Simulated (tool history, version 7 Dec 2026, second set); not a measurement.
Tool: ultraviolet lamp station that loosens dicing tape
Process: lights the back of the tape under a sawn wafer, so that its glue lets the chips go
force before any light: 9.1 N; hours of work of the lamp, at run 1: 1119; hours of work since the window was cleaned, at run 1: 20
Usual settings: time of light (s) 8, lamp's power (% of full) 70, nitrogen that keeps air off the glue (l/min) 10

run   hour  time of light (s)  lamp's power (% of full)  nitrogen that keeps air off the glue (l/min)  hours of work of the lamp  hours of work since the window was cleaned  force that peels the tape off (N)  light that reached the tape (J/m2)
  1    0.0                  8                        70                                            10                       1119                                          20                              1.184                                3490
  2   39.0                  8                        70                                            10                       1147                                          49                              1.222                                3460
  3   63.2                  8                        70                                            10                       1165                                          67                              1.247                                3460
  4   99.8                  8                        70                                            10                       1192                                          94                              1.252                                3370
     104.1  -- window cleaned of glue's vapour
  5  131.1                  8                        70                                             8                       1215                                          20                              1.503                                3290
  6  164.2                 13                        74                                             4                       1240                                          44                              0.874                                5610
     168.6  -- window cleaned of glue's vapour, once more
  7  201.7                 13                        74                                             4                       1267                                          24                              0.835                                5660
  8  223.2                 13                        74                                             4                       1283                                          40                              0.903                                5660
  9  251.9                  8                        97                                             5                       1304                                          62                              1.176                                4500
 10  286.5                  8                        97                                             5                       1330                                          87                              1.183                                4470

Hidden state at the last listed run before each entry between runs and at the first one after, where it differs:
Between runs 4 and 5: window cleaned of glue's vapour (hour 104.1)
  lamp's light, % of a new lamp's: 70.8 -> 70.3; light that the window lets through, % of a clean one's: 98.9 -> 98.3
  measured less the result without the state, force that peels the tape off (N): +0.660 -> +0.779; light that reached the tape (J/m2): -1430 -> -1490
Between runs 6 and 7: window cleaned of glue's vapour, once more (hour 168.6)
  lamp's light, % of a new lamp's: 69.7 -> 69.1; light that the window lets through, % of a clean one's: 98.1 -> 99.4
  measured less the result without the state, force that peels the tape off (N): +0.502 -> +0.483; light that reached the tape (J/m2): -2610 -> -2600
